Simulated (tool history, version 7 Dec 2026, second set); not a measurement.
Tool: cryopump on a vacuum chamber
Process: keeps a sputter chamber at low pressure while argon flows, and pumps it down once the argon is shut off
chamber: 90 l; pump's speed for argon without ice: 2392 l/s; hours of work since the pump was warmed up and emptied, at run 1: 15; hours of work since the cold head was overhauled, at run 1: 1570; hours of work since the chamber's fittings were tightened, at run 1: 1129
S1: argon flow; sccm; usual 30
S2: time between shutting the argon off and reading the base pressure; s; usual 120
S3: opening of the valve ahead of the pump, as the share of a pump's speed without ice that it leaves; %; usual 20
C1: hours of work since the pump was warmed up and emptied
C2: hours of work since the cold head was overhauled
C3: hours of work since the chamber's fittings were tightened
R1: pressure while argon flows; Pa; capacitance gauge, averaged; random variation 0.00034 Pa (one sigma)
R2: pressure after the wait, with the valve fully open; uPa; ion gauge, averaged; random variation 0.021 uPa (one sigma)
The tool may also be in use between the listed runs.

| run | hour | S1 | S2 | S3 | C1 | C2 | C3 | R1 | R2 |
|---|---|---|---|---|---|---|---|---|---|
| 1 | 0.0 | 30 | 120 | 20 | 15 | 1570 | 1129 | 0.1068 | 1.11 |
| 2 | 23.2 | 30 | 120 | 15 | 32 | 1587 | 1145 | 0.1427 | 1.15 |
| 3 | 54.4 | 30 | 120 | 20 | 54 | 1609 | 1167 | 0.1073 | 1.18 |
| 4 | 78.9 | 30 | 120 | 17 | 71 | 1626 | 1185 | 0.1260 | 1.13 |
| 5 | 119.0 | 30 | 120 | 17 | 100 | 1655 | 1213 | 0.1264 | 1.17 |
| 6 | 168.7 | 30 | 120 | 20 | 135 | 1690 | 1249 | 0.1074 | 1.23 |
|  | 200.0 | leaking fittings of the chamber tightened, without venting |
| 7 | 216.5 | 30 | 120 | 20 | 168 | 1723 | 12 | 0.1077 | 0.45 |
| 8 | 247.9 | 30 | 120 | 20 | 190 | 1745 | 34 | 0.1084 | 0.48 |
| 9 | 288.4 | 30 | 120 | 45 | 219 | 1774 | 63 | 0.0497 | 0.51 |
| 10 | 322.5 | 30 | 120 | 45 | 243 | 1798 | 87 | 0.0495 | 0.47 |
| 11 | 344.7 | 30 | 120 | 45 | 259 | 1814 | 103 | 0.0496 | 0.53 |
| 12 | 387.3 | 30 | 120 | 45 | 289 | 1844 | 133 | 0.0502 | 0.57 |
| 13 | 421.7 | 30 | 120 | 20 | 313 | 1868 | 158 | 0.1092 | 0.59 |
| 14 | 458.1 | 30 | 120 | 20 | 339 | 1894 | 183 | 0.1094 | 0.55 |
|  | 492.3 | pump warmed up, emptied and cooled again |
| 15 | 514.5 | 30 | 120 | 20 | 16 | 1931 | 220 | 0.1072 | 0.51 |
| 16 | 548.9 | 30 | 120 | 20 | 40 | 1955 | 244 | 0.1074 | 0.56 |
| 17 | 596.6 | 30 | 120 | 20 | 74 | 1989 | 278 | 0.1071 | 0.58 |
| 18 | 646.6 | 30 | 120 | 20 | 110 | 2025 | 314 | 0.1075 | 0.64 |
| 19 | 687.3 | 60 | 129 | 43 | 139 | 2054 | 343 | 0.1025 | 0.63 |
| 20 | 717.8 | 14 | 22 | 33 | 160 | 2075 | 364 | 0.0306 | 1.84 |
| 21 | 756.1 | 59 | 120 | 36 | 188 | 2102 | 392 | 0.1199 | 0.65 |
| 22 | 785.6 | 30 | 267 | 25 | 208 | 2123 | 413 | 0.0875 | 0.49 |
| 23 | 813.3 | 30 | 267 | 24 | 228 | 2143 | 432 | 0.0903 | 0.57 |
| 24 | 847.0 | 30 | 267 | 24 | 252 | 2167 | 456 | 0.0913 | 0.59 |
| 25 | 896.6 | 30 | 22 | 43 | 287 | 2202 | 491 | 0.0525 | 2.04 |
| 26 | 932.0 | 13 | 90 | 22 | 312 | 2227 | 517 | 0.0427 | 0.85 |
| 27 | 977.6 | 13 | 90 | 33 | 345 | 2260 | 549 | 0.0297 | 0.93 |
|  | 1005.8 | pump warmed up, emptied and cooled again |
| 28 | 1005.8 | 16 | 109 | 31 | 0 | 2276 | 566 | 0.0371 | 0.75 |
| 29 | 1041.6 | 23 | 133 | 60 | 25 | 2302 | 591 | 0.0277 | 0.74 |
| 30 | 1089.0 | 49 | 120 | 40 | 59 | 2335 | 625 | 0.0886 | 0.79 |
| 31 | 1135.5 | 16 | 203 | 20 | 92 | 2368 | 658 | 0.0572 | 0.73 |
| 32 | 1163.6 | 35 | 41 | 20 | 112 | 2388 | 678 | 0.1254 | 1.38 |
| 33 | 1212.6 | 17 | 165 | 23 | 147 | 2423 | 712 | 0.0534 | 0.77 |

4 ways to go on from here, each from the tool as it stands after run 33. What would each give?
| A | 1239.9 | 24 | 121 | 32 | 166 | 2443 | 732 | ? | ? |
| B | 1239.9 | 16 | 165 | 41 | 166 | 2443 | 732 | ? | ? |
| C | 1239.9 | 31 | 120 | 58 | 166 | 2443 | 732 | ? | ? |
| D | 1239.9 | 17 | 30 | 53 | 166 | 2443 | 732 | ? | ? |

| run | R1 | R2 |
|---|---|---|
| A | 0.0542 | 0.90 |
| B | 0.0285 | 0.83 |
| C | 0.0398 | 0.89 |
| D | 0.0242 | 1.68 |
Without the tool's hidden state the same runs would have given:
| run | R1 | R2 |
|---|---|---|
| A | 0.0525 | 0.41 |
| B | 0.0274 | 0.34 |
| C | 0.0377 | 0.39 |
| D | 0.0230 | 1.19 |

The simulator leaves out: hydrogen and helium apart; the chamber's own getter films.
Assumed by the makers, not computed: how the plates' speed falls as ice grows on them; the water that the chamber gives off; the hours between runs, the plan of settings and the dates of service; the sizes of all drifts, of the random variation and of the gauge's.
